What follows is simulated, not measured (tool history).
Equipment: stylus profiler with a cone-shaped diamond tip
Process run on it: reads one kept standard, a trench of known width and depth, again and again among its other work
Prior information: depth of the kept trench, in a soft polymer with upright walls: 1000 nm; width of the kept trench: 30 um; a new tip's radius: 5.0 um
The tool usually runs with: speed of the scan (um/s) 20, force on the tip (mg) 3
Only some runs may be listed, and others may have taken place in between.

run	day	speed of the scan (um/s)	force on the tip (mg)	depth of the trench (angstrom)	width of the trench's floor (µm)
1	0	20	3	10105.7	21.6
2	3.354	20	3	10105	21.51
3	6.162	20	1.68	10061.5	21.38
4	8.304	20	1.68	10060.6	21.18
5	12.238	20	1.68	10056.2	21.05
6	16.121	20	1.68	10051.6	20.9
7	18	20	1.68	10054.1	20.8
8	21.046	20	1.68	10051.2	20.63
9	23.571	20	1.68	10047.2	20.47
10	25.396	20	6.88	10190.5	20.47
11	28.279	20	1.13	10028.7	20.33
12	31.125	20	1.13	10031.7	20.17
13	35.167	20	1.13	10023.4	20.07
14	37.008	42	1.02	10020.3	19.8
15	39.033	21	5.56	10150.9	19.97
# day 41.896: height scale calibrated on a step standard
16	43.354	21	5.56	10197.9	19.78
17	47.067	21	5.56	10192.4	19.65
18	48.967	6	3	10126.1	19.63
19	52.542	6	3.96	10151.8	19.5
20	56.875	6	3.96	10148.3	19.38
21	59.025	6	3.96	10151.4	19.23
22	61.442	20	2.01	10087.7	19.1

Below are 4 alternative next runs, each starting from the tool's condition after run 22. Predict each:
A	64.6	12	2.67	?	?
B	64.6	33	1.34	?	?
C	64.6	13	6.07	?	?
D	64.6	5	3.17	?	?

run	depth of the trench (angstrom)	width of the trench's floor (µm)
A	10106.5	19.07
B	10061.3	18.85
C	10197.9	19.02
D	10127.2	19.04
The same runs, with their run-to-run variation unchanged, on a tool lacking any hidden condition would have given:
run	depth of the trench (angstrom)	width of the trench's floor (µm)
A	10120.1	23.99
B	10074.9	23.76
C	10211.7	23.93
D	10140.9	23.95
